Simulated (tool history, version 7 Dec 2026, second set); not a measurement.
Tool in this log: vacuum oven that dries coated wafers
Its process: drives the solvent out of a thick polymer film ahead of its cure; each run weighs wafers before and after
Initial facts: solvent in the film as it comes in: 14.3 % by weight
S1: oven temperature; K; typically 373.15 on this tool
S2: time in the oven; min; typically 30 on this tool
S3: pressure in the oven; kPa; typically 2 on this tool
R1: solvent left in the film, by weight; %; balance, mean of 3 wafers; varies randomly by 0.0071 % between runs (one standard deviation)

| run | hour | S1 | S2 | S3 | R1 |
|---|---|---|---|---|---|
| 1 | 0 | 373.15 | 30 | 2 | 2.485 |
| 2 | 63.9 | 373.15 | 22 | 2 | 3.537 |
| 3 | 110.6 | 373.15 | 22 | 2 | 3.525 |
| 4 | 173.9 | 373.15 | 30 | 2 | 2.48 |
| 5 | 210.6 | 373.15 | 30 | 2 | 2.474 |
| 6 | 245 | 373.15 | 30 | 1.76 | 2.368 |
| 7 | 309.9 | 373.15 | 23 | 2 | 3.337 |
| 8 | 380.9 | 373.15 | 23 | 2 | 3.328 |
| 9 | 432.4 | 373.15 | 30 | 2 | 2.451 |
| 10 | 496 | 373.15 | 30 | 5.2 | 3.748 |
| 11 | 532.3 | 364.15 | 43 | 6.59 | 5.721 |
| 12 | 599.9 | 375.15 | 30 | 6.59 | 3.875 |
| 13 | 661.5 | 384.15 | 40 | 7.38 | 2.439 |
| 14 | 734.6 | 384.15 | 40 | 1.26 | 0.545 |
| 15 | 792.9 | 384.15 | 33 | 3.45 | 1.334 |
| 16 | 867 | 373.15 | 38 | 1.39 | 1.575 |
| 17 | 908.1 | 373.15 | 44 | 1.39 | 1.285 |

Here are 4 independent what-if runs from the current tool condition. What would each one return?
| A | 939.8 | 376.15 | 15 | 1.39 | ? |
| B | 939.8 | 359.15 | 30 | 2 | ? |
| C | 939.8 | 387.15 | 38 | 1.39 | ? |
| D | 939.8 | 373.15 | 45 | 2.11 | ? |

| run | R1 |
|---|---|
| A | 3.988 |
| B | 5.707 |
| C | 0.517 |
| D | 1.575 |
Without the tool's hidden state the same runs would have given:
| run | R1 |
|---|---|
| A | 4.216 |
| B | 5.925 |
| C | 0.488 |
| D | 1.632 |
